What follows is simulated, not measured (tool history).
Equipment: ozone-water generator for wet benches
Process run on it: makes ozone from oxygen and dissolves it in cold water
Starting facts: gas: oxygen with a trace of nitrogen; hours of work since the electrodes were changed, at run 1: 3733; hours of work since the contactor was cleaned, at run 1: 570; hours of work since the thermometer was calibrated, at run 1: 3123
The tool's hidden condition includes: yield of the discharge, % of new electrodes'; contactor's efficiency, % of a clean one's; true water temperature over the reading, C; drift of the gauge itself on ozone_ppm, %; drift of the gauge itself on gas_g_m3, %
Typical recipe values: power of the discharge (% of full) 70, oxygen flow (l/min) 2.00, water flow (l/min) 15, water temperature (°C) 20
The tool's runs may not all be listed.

run      day  power of the discharge (% of full)  oxygen flow (l/min)  water flow (l/min)  water temperature (°C)  hours of work since the electrodes were changed  hours of work since the contactor was cleaned  hours of work since the thermometer was calibrated  dissolved ozone (ppm)  ozone in the gas ahead of the water (g/m3)
  1    0.000                                  70                 2.00                  15                      20                                             3733                                            570                                                3123                   17.1                                       224.1
  2    5.708                                  70                 2.00                  15                      20                                             3860                                            697                                                3250                   17.3                                       222.6
  3    9.767                                  70                 2.00                  15                      20                                             3950                                            787                                                3340                   17.4                                       223.6
  4   14.912                                  70                 2.00                  15                      20                                             4064                                            901                                                3454                   17.2                                       227.2
  5   18.221                                  70                 3.23                  15                      20                                             4138                                            975                                                3528                   18.7                                       180.3
  6   22.596                                  70                 3.23                  15                      20                                             4235                                           1072                                                3625                   19.0                                       179.0
      27.842  -- water thermometer calibrated
  7   27.975                                  70                 3.23                  15                      20                                             4355                                           1191                                                   3                   19.0                                       179.8
  8   30.862                                  70                 2.00                  15                      20                                             4419                                           1256                                                  67                   17.4                                       226.7
  9   36.654                                  70                 2.00                  15                      20                                             4548                                           1384                                                 196                   17.5                                       225.7
 10   40.346                                  83                 2.00                  15                      20                                             4630                                           1467                                                 278                   20.4                                       266.8
 11   46.392                                  83                 2.00                  15                      20                                             4764                                           1601                                                 413                   20.5                                       266.7
 12   50.600                                  83                 2.00                   9                      20                                             4858                                           1695                                                 506                   30.8                                       266.7
 13   53.900                                  70                 2.00                  15                      28                                             4931                                           1768                                                 580                   15.9                                       231.0
 14   58.958                                  53                 2.00                  15                      13                                             5044                                           1881                                                 692                   14.4                                       177.7
 15   62.746                                  70                 1.20                  19                      13                                             5128                                           1965                                                 776                   12.1                                       293.9
 16   66.258                                  70                 2.00                  13                      20                                             5206                                           2043                                                 854                   20.0                                       230.2
      69.279  -- gauge calibrated
 17   71.704                                  70                 2.00                  13                      20                                             5327                                           2164                                                 975                   19.9                                       222.6
 18   74.321                                  70                 2.00                  13                      20                                             5385                                           2222                                                1034                   19.9                                       224.9
 19   78.088                                  70                 2.00                  13                      20                                             5469                                           2306                                                1117                   19.6                                       221.2
 20   82.104                                  72                 2.00                  10                      24                                             5558                                           2395                                                1207                   23.5                                       230.4
 21   86.817                                  78                 2.00                  21                      20                                             5663                                           2500                                                1312                   13.9                                       249.0
 22   91.879                                  78                 2.00                  21                      20                                             5776                                           2613                                                1424                   13.9                                       249.1
 23   96.688                                  94                 1.94                   9                      20                                             5883                                           2720                                                1531                   34.5                                       301.0
 24  101.412                                  54                 2.27                  15                      20                                             5988                                           2825                                                1636                   14.1                                       167.6
 25  105.496                                  95                 1.08                  13                      19                                             6078                                           2915                                                1727                   22.8                                       404.8
 26  107.967                                  70                 1.93                  15                      22                                             6133                                           2970                                                1782                   16.9                                       230.8

5 options for the next run, each taken on its own from the tool as it stands now. Forecast them:
  A  110.779                                  70                 2.00                   9                      20                                             6196                                           3033                                                1844                      ?                                           ?
  B  110.779                                  43                 2.67                  13                      20                                             6196                                           3033                                                1844                      ?                                           ?
  C  110.779                                  76                 2.59                  15                      16                                             6196                                           3033                                                1844                      ?                                           ?
  D  110.779                                  70                 1.93                  15                      22                                             6196                                           3033                                                1844                      ?                                           ?
  E  110.779                                  78                 3.03                   9                      22                                             6196                                           3033                                                1844                      ?                                           ?

run  dissolved ozone (ppm)  ozone in the gas ahead of the water (g/m3)
  A                   26.3                                       225.5
  B                   13.2                                       127.0
  C                   20.5                                       217.6
  D                   16.9                                       229.5
  E                   28.8                                       207.5
Without the tool's hidden state the same runs would have given:
run  dissolved ozone (ppm)  ozone in the gas ahead of the water (g/m3)
  A                   26.3                                       221.8
  B                   13.2                                       124.9
  C                   20.5                                       214.0
  D                   16.9                                       225.7
  E                   28.8                                       204.1
